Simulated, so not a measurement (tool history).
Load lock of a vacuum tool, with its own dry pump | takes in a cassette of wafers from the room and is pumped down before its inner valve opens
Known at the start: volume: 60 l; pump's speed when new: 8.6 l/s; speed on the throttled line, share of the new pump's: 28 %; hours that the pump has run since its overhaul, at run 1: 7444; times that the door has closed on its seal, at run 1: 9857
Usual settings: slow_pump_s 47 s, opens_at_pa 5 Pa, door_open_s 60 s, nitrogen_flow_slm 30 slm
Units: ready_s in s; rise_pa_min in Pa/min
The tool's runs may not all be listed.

run    hour  slow_pump_s  opens_at_pa  door_open_s  nitrogen_flow_slm  hours that the pump has run since its overhaul  times that the door has closed on its seal  incoming humidity of the room's air, %  ready_s  rise_pa_min
  1       0           47            5           60                 30                                            7444                                        9857                                    45.1    111.2        0.062
  2   139.4           47            5           60                  4                                            7583                                       10125                                    45.7    110.4        0.094
  3   424.9           46            5           60                  4                                            7869                                       10675                                    42.4    108.5        0.094
  4   587.1           47            5           60                  6                                            8031                                       10986                                    44.6    109.6        0.094
  5   752.7           47            5           60                  6                                            8196                                       11305                                    44.8    110.5        0.093
  6  1027.2           47            5           60                  6                                            8471                                       11833                                    47.7      112        0.106
  7  1273.5           47            5           60                  6                                            8717                                       12307                                    42.5    112.3        0.099
  8  1421.2           47            5           60                  8                                            8865                                       12591                                      48    111.5        0.098
  9  1689.3           47            5           60                 36                                            9133                                       13107                                    43.6      111        0.068
 10  1863.4           47            5           60                 30                                            9307                                       13442                                    45.1      113        0.078
 11  2108.1           47            5           60                 30                                            9552                                       13913                                    46.4    113.8         0.08
 12  2297.2           47            5           90                 30                                            9741                                       14276                                    47.6    112.3        0.094
 13  2542.4           47            5           90                 30                                            9986                                       14748                                    47.6    112.2        0.094
 14  2674.9           47            5           60                 30                                           10119                                       15003                                    44.3    112.4        0.087
 15  2806.7           47            5           60                 30                                           10250                                       15256                                      46    113.1        0.088
 16    3020           47            5           60                 30                                           10464                                       15667                                    45.8    114.9        0.086
 17    3251           47            5           60                 30                                           10695                                       16111                                    47.6    113.8        0.093
 18    3463           47            5           60                 30                                           10907                                       16519                                    46.6    113.8        0.095
 19  3704.9           47            5           60                 30                                           11149                                       16984                                    46.6    113.4        0.101
 20  3841.9           47            5           60                 11                                           11286                                       17248                                    44.5    114.9        0.121
 21  4114.3           47            5           60                 11                                           11558                                       17772                                    46.4    115.4        0.122
 22  4234.7           47            4          164                 30                                           11678                                       18004                                      47    118.1        0.138
 23  4469.4           47            4          164                 30                                           11913                                       18455                                    44.5    118.2         0.13
 24  4748.9           47            4          164                 30                                           12193                                       18993                                    40.3    117.6         0.13
 25  4914.6           24            7          119                 30                                           12358                                       19312                                    47.5     96.8        0.133
 26    5112           24            7          119                 30                                           12556                                       19691                                    44.6     97.7        0.126
 27  5318.1           94            6          119                 34                                           12762                                       20088                                    45.4      145        0.125
 28  5509.3           94            6          119                 38                                           12953                                       20456                                      45    146.9        0.131
 29  5734.8           83            8           50                 41                                           13178                                       20890                                    46.8    134.4        0.113
     5797.5  -- dry pump taken out, an overhauled one fitted
 30  5993.1           47            9          151                 16                                             196                                       21375                                    41.3     99.7        0.167
 31  6125.8           47            5           60                  5                                             328                                       21630                                    49.1    104.1        0.166
 32  6394.5           52            4           70                  5                                             597                                       22147                                    45.7    109.3        0.173
 33  6605.2           47            8           48                 30                                             808                                       22552                                    45.5     98.6        0.128
 34  6861.1           47            8           48                 30                                            1064                                       23045                                    41.9    100.2        0.141
 35  6981.2           47            5           60                 30                                            1184                                       23276                                    42.5    105.1        0.134
 36  7204.9           47            5           60                  7                                            1407                                       23706                                      43    104.7        0.169
 37  7357.2           31            5           39                  7                                            1560                                       23999                                    42.9     93.6        0.156

Forecast each of these 4 alternatives for the next run:
  A  7612.6           24            5           39                 10                                            1815                                       24490                                    46.5        ?            ?
  B  7612.6           30            5           39                  6                                            1815                                       24490                                    43.7        ?            ?
  C  7612.6           31            5          192                 22                                            1815                                       24490                                    44.3        ?            ?
  D  7612.6           32            5           39                  7                                            1815                                       24490                                    44.3        ?            ?

run  ready_s  rise_pa_min
  A     89.5        0.153
  B       95        0.164
  C     94.7        0.187
  D     96.1        0.162
Without the tool's hidden state the same runs would have given:
run  ready_s  rise_pa_min
  A     88.3        0.033
  B     93.7        0.043
  C     93.4        0.068
  D     94.7        0.042
